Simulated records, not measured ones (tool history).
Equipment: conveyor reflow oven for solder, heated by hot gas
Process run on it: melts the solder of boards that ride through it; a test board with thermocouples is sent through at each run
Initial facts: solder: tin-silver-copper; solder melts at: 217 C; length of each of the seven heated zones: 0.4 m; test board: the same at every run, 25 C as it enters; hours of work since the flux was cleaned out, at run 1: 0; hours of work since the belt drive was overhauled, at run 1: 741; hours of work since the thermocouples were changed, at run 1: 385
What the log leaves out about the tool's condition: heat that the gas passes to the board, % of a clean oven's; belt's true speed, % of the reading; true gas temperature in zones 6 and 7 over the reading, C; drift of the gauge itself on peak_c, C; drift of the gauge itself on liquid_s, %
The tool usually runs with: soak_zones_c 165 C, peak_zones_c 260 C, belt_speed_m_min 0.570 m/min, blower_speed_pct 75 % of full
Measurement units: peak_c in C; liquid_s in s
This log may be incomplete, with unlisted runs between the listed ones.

run     day  soak_zones_c  peak_zones_c  belt_speed_m_min  blower_speed_pct  hours of work since the flux was cleaned out  hours of work since the belt drive was overhauled  hours of work since the thermocouples were changed  peak_c  liquid_s
  1   0.000           165           260             0.570                75                                             0                                                741                                                 385   249.9      60.4
  2   2.396           165           260             0.570                75                                            38                                                779                                                 423   249.4      60.4
  3   4.375           165           260             0.570                75                                            70                                                811                                                 455   250.1      60.5
  4   6.338           165           260             0.570                75                                           101                                                842                                                 486   249.4      60.6
  5   7.608           165           260             0.570                60                                           122                                                863                                                 507   246.6      57.1
  6  10.058           165           260             0.570                75                                           161                                                902                                                 546   250.3      60.1
  7  12.329           165           260             0.570                75                                           197                                                938                                                 582   249.6      60.3
  8  13.842           165           260             0.570                84                                           221                                                962                                                 606   250.5      62.1
  9  15.471           165           260             0.570                84                                           247                                                988                                                 632   250.7      61.4
 10  16.854           165           260             0.570                75                                           269                                               1010                                                 654   249.5      60.1
 11  18.154           165           260             0.570                75                                           290                                               1031                                                 675   250.3      60.2
 12  20.425           165           260             0.570                75                                           326                                               1067                                                 711   249.3      60.0
 13  21.454           165           264             0.633                75                                           343                                               1084                                                 728   250.0      53.9
     23.125  -- flux residue cleaned out of gas plates and filters
 14  23.842           165           264             0.633                75                                            11                                               1119                                                 763   248.3      51.7
 15  25.738           165           265             0.610                75                                            42                                               1149                                                 793   250.8      55.4
 16  27.800           167           258             0.507                75                                            75                                               1182                                                 826   249.8      70.4
 17  30.262           165           251             0.570                63                                           114                                               1221                                                 865   238.4      46.9
 18  32.133           165           260             0.570                63                                           144                                               1251                                                 895   245.4      55.9
     33.296  -- flux residue cleaned out of gas plates and filters, once more
 19  33.362           165           260             0.570                70                                             1                                               1267                                                 911   251.0      61.8
     34.317  -- thermocouples of zones 6 and 7 changed
 20  35.629           171           260             0.570                50                                            36                                               1302                                                  21   244.6      56.3
 21  37.875           173           260             0.588                50                                            72                                               1338                                                  57   243.9      53.8
 22  40.121           173           260             0.588                50                                           108                                               1374                                                  93   243.6      54.1
 23  42.346           151           260             0.679                58                                           143                                               1410                                                 128   236.1      31.7
 24  43.750           175           260             0.570                58                                           166                                               1432                                                 151   247.4      62.1

Below are 3 alternative next runs, each starting from the tool's condition after run 24. Predict each:
  A  45.446           165           260             0.568                79                                           193                                               1459                                                 178       ?         ?
  B  45.446           171           257             0.570                55                                           193                                               1459                                                 178       ?         ?
  C  45.446           150           269             0.481                75                                           193                                               1459                                                 178       ?         ?

run  peak_c  liquid_s
  A   248.8      61.5
  B   242.7      55.2
  C   259.5      77.6
What these runs would have given with no unlogged condition in the tool:
run  peak_c  liquid_s
  A   248.1      58.8
  B   241.7      52.2
  C   258.7      74.3
